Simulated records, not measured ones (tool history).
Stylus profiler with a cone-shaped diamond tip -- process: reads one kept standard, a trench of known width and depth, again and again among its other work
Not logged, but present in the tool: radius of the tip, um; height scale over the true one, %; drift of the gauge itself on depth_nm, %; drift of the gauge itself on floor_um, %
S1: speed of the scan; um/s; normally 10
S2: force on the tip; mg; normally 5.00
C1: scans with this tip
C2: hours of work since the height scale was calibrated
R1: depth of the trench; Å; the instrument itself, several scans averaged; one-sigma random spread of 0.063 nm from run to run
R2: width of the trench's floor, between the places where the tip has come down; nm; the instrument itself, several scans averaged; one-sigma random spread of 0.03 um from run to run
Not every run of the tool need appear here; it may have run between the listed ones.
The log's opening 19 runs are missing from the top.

| run | hour | S1 | S2 | C1 | C2 | R1 | R2 |
|---|---|---|---|---|---|---|---|
| 20 | 374.8 | 10 | 5.00 | 4891 | 907 | 2052.0 | 97830 |
| 21 | 389.2 | 20 | 5.00 | 4950 | 918 | 2052.5 | 97820 |
| 22 | 412.4 | 10 | 1.68 | 5044 | 935 | 2027.2 | 97840 |
| 23 | 430.7 | 10 | 1.70 | 5118 | 949 | 2027.0 | 97880 |
| 24 | 450.4 | 9 | 2.81 | 5199 | 964 | 2035.9 | 97760 |
| 25 | 470.0 | 27 | 5.98 | 5278 | 979 | 2058.1 | 97790 |
| 26 | 487.2 | 3 | 5.00 | 5348 | 992 | 2052.1 | 97880 |
| 27 | 512.4 | 3 | 5.00 | 5451 | 1011 | 2052.4 | 97810 |

What will run 28 give?
| 28 | 538.7 | 4 | 10.59 | 5558 | 1031 | ? | ? |

R1: 2083.4 Å
R2: 97870 nm
With no hidden state in the tool, this same run would have given R1 2078.1 Å, R2 98060 nm.

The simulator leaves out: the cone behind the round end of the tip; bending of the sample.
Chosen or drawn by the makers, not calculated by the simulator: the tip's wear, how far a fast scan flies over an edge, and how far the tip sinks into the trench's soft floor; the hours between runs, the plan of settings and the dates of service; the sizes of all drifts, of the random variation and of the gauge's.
